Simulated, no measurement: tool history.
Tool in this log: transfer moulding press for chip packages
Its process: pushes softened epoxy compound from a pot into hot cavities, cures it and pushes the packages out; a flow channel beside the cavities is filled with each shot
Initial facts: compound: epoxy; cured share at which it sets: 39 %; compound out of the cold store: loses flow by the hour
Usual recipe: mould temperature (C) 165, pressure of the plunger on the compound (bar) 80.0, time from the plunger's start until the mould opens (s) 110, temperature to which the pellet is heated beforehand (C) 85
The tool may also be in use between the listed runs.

run,hour,mould temperature (C),pressure of the plunger on the compound (bar),time from the plunger's start until the mould opens (s),temperature to which the pellet is heated beforehand (C),incoming compound's hours out of the cold store,length that the compound runs in the flow channel (mm),greatest force on the pins that push the packages out (N)
1,0.0,165,80.0,110,85,16.6,548,351
2,17.1,165,80.0,110,85,44.0,490,325
# hour 29.8: cavities cleaned with cleaning compound and waxed
3,36.8,160,80.0,110,85,8.4,587,561
4,58.3,160,80.0,110,85,40.0,515,497
# hour 73.7: cavities cleaned with cleaning compound and waxed
5,85.4,165,78.4,110,85,10.0,544,366
6,112.7,165,78.4,110,85,41.5,505,336
# hour 117.9: cavities cleaned with cleaning compound and waxed
7,143.2,165,80.0,110,85,39.8,496,342
# hour 162.2: cavities cleaned with cleaning compound and waxed
8,163.1,165,80.0,110,85,34.8,513,360
9,182.4,165,80.0,110,85,20.7,524,361
10,201.4,165,80.0,110,85,40.9,492,331
# hour 205.6: mould's thermocouples calibrated
# hour 209.1: cavities cleaned with cleaning compound and waxed
11,218.9,165,80.0,110,85,39.7,507,326
12,240.8,165,80.0,110,85,43.3,492,349
# hour 252.6: cavities cleaned with cleaning compound and waxed
13,258.2,165,80.0,110,85,36.2,513,327
14,282.6,163,80.0,110,85,37.8,504,398
# hour 296.9: cavities cleaned with cleaning compound and waxed
15,311.5,163,84.6,110,78,34.8,533,394
# hour 341.2: cavities cleaned with cleaning compound and waxed
16,341.8,163,84.6,110,78,42.2,520,401
17,370.5,163,84.6,110,78,34.3,537,405
# hour 384.5: cavities cleaned with cleaning compound and waxed
18,396.1,163,84.6,125,81,17.6,565,313
19,415.0,166,84.6,125,81,10.8,562,272
# hour 429.0: cavities cleaned with cleaning compound and waxed
# hour 433.3: plunger's sealing rings changed
20,444.3,166,80.0,136,78,39.8,494,254
21,466.1,165,61.4,110,85,27.1,457,329
# hour 475.6: cavities cleaned with cleaning compound and waxed
22,487.7,165,65.7,135,78,31.3,466,256
23,503.9,171,97.8,104,85,46.0,524,266
# hour 520.0: cavities cleaned with cleaning compound and waxed
24,520.0,173,91.6,142,77,30.0,544,237
25,537.1,173,91.6,142,77,41.3,508,234
26,555.2,162,80.0,110,85,34.4,522,416
# hour 563.4: cavities cleaned with cleaning compound and waxed
27,572.2,169,80.0,131,95,29.8,507,234

Here are 5 independent what-if runs from the current tool condition. What would each one return?
A,587.3,169,80.0,119,75,8.8,?,?
B,587.3,165,84.6,129,87,25.3,?,?
C,587.3,169,80.0,143,78,26.2,?,?
D,587.3,165,87.1,110,85,20.8,?,?
E,587.3,157,80.0,120,87,9.8,?,?

run,length that the compound runs in the flow channel (mm),greatest force on the pins that push the packages out (N)
A,549,274
B,551,268
C,508,241
D,562,355
E,584,572
What these runs would have given with no unlogged condition in the tool:
run,length that the compound runs in the flow channel (mm),greatest force on the pins that push the packages out (N)
A,549,272
B,551,266
C,509,239
D,562,352
E,585,568

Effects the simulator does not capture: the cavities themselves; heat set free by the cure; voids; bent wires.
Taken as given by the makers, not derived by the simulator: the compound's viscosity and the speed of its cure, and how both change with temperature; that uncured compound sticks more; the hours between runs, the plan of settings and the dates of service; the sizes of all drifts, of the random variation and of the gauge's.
